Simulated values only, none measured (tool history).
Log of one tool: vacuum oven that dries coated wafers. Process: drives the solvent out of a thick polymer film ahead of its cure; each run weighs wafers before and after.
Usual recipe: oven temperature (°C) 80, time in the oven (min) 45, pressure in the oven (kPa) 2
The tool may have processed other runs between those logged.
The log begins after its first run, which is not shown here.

run   hour  oven temperature (°C)  time in the oven (min)  pressure in the oven (kPa)  solvent left in the film (%)
  2   23.8                     80                      45                           2                          2.16
  3   61.4                     72                      45                           2                          3.63
  4  102.9                     72                      45                           2                           3.6
  5  123.7                     80                      45                           2                          2.12
  6  151.6                     80                      45                           2                           2.1
  7  196.8                     80                      45                           2                          2.09
  8  235.9                     80                      45                           2                          2.12
  9  280.9                     88                      45                           2                          1.06
 10  324.4                     86                      45                           2                          1.31
 11    347                     80                      35                           2                          3.02
 12  373.6                     80                      45                           2                          2.12
 13  402.6                     80                      45                        4.22                          2.48
 14  442.3                     80                      45                        4.22                          2.47
 15  465.8                     80                      45                           2                          2.08
 16    489                     80                      71                           2                          0.95
 17    525                     80                      71                           2                          0.95
 18    553                     80                      71                           2                          0.92
 19  586.5                     80                      71                           2                          0.94
     619.4  -- oven's thermocouples calibrated
 20  621.8                     89                      32                           2                          2.06
 21  657.5                     89                      32                           2                          2.04
 22  676.5                     80                      25                        6.97                          5.43

Run 23 comes next. What will it give?
 23  697.8                     80                      37                         2.6                             ?

solvent left in the film (%): 3.12
With no hidden state in the tool, this same run would have given solvent left in the film (%) 3.06.
